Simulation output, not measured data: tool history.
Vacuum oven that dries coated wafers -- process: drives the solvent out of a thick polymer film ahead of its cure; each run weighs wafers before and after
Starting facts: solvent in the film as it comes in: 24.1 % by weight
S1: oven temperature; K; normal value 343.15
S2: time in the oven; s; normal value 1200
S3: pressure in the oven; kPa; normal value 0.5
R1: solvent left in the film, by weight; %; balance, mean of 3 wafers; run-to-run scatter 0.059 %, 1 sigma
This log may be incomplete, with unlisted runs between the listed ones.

run 1 day=0 | S1=343.15 S2=1200 S3=0.5 | R1=3.34
run 2 day=1.362 | S1=343.15 S2=900 S3=0.5 | R1=5.17
run 3 day=2.879 | S1=343.15 S2=900 S3=0.5 | R1=5.15
run 4 day=5.054 | S1=350.15 S2=1200 S3=0.5 | R1=1.22
run 5 day=7.367 | S1=350.15 S2=1200 S3=0.5 | R1=1.18
run 6 day=8.6 | S1=350.15 S2=1200 S3=0.5 | R1=1.26
run 7 day=10.212 | S1=350.15 S2=1200 S3=0.5 | R1=1.22
run 8 day=12.608 | S1=350.15 S2=2100 S3=0.5 | R1=0.57
run 9 day=14.85 | S1=350.15 S2=2100 S3=0.5 | R1=0.51
run 10 day=16.904 | S1=350.15 S2=2100 S3=0.5 | R1=0.48
run 11 day=19.05 | S1=350.15 S2=2100 S3=0.5 | R1=0.45
run 12 day=21.2 | S1=350.15 S2=2100 S3=0.5 | R1=0.48
run 13 day=22.517 | S1=350.15 S2=2100 S3=0.5 | R1=0.49
run 14 day=24.704 | S1=350.15 S2=2100 S3=0.5 | R1=0.44
run 15 day=26.504 | S1=350.15 S2=2100 S3=0.5 | R1=0.57
run 16 day=28.883 | S1=350.15 S2=2100 S3=0.5 | R1=0.57
run 17 day=30.571 | S1=343.15 S2=1200 S3=0.5 | R1=3.58
run 18 day=32.812 | S1=330.15 S2=1080 S3=0.5 | R1=11.32
run 19 day=35.154 | S1=343.15 S2=1860 S3=0.5 | R1=1.71
run 20 day=37.154 | S1=343.15 S2=1200 S3=0.822 | R1=3.95
run 21 day=38.438 | S1=343.15 S2=1200 S3=0.822 | R1=3.93
run 22 day=40.554 | S1=343.15 S2=1140 S3=0.5 | R1=4.01
run 23 day=41.767 | S1=353.15 S2=780 S3=0.5 | R1=2.16
run 24 day=44.112 | S1=339.15 S2=900 S3=0.5 | R1=7.65
run 25 day=45.929 | S1=342.15 S2=720 S3=0.894 | R1=7.86
run 26 day=48.154 | S1=342.15 S2=720 S3=0.448 | R1=7.58
run 27 day=50.112 | S1=342.15 S2=720 S3=0.448 | R1=7.81
run 28 day=52.038 | S1=342.15 S2=720 S3=0.448 | R1=7.82
run 29 day=54.4 | S1=357.15 S2=1320 S3=1.25 | R1=0.76
run 30 day=55.512 | S1=357.15 S2=1440 S3=1.193 | R1=0.63
run 31 day=56.654 | S1=333.15 S2=1140 S3=0.778 | R1=9.8
run 32 day=58.508 | S1=333.15 S2=1800 S3=0.5 | R1=6.5
run 33 day=59.75 | S1=333.15 S2=1800 S3=0.5 | R1=6.6
run 34 day=60.754 | S1=333.15 S2=600 S3=0.323 | R1=13.73

Below, some changes in R1 between adjacent runs. For each, the amount present without the hidden state too (settings, incoming material, random variation) and the amount remaining for the hidden state with gauge scatter not shared by both compared results:
What the log doesn't record here: true wafer temperature over the reading, C; true pressure over the reading, kPa; drift of the gauge itself on solvent_pct, %.
Run 17 -> 18: S1 343.15 -> 330.15, S2 1200 -> 1080. R1 +7.74 %: hidden state +0.14, all else +7.6.
Run 18 -> 19: S1 330.15 -> 343.15, S2 1080 -> 1860. R1 -9.61 %: hidden state -0.19, all else -9.42.
Run 23 -> 24: S1 353.15 -> 339.15, S2 780 -> 900. R1 +5.49 %: hidden state +0.31, all else +5.18.
Run 28 -> 29: S1 342.15 -> 357.15, S2 720 -> 1320, S3 0.448 -> 1.25. R1 -7.06 %: hidden state -0.54, all else -6.52.
Run 30 -> 31: S1 357.15 -> 333.15, S2 1440 -> 1140, S3 1.193 -> 0.778. R1 +9.17 %: hidden state +0.72, all else +8.45.
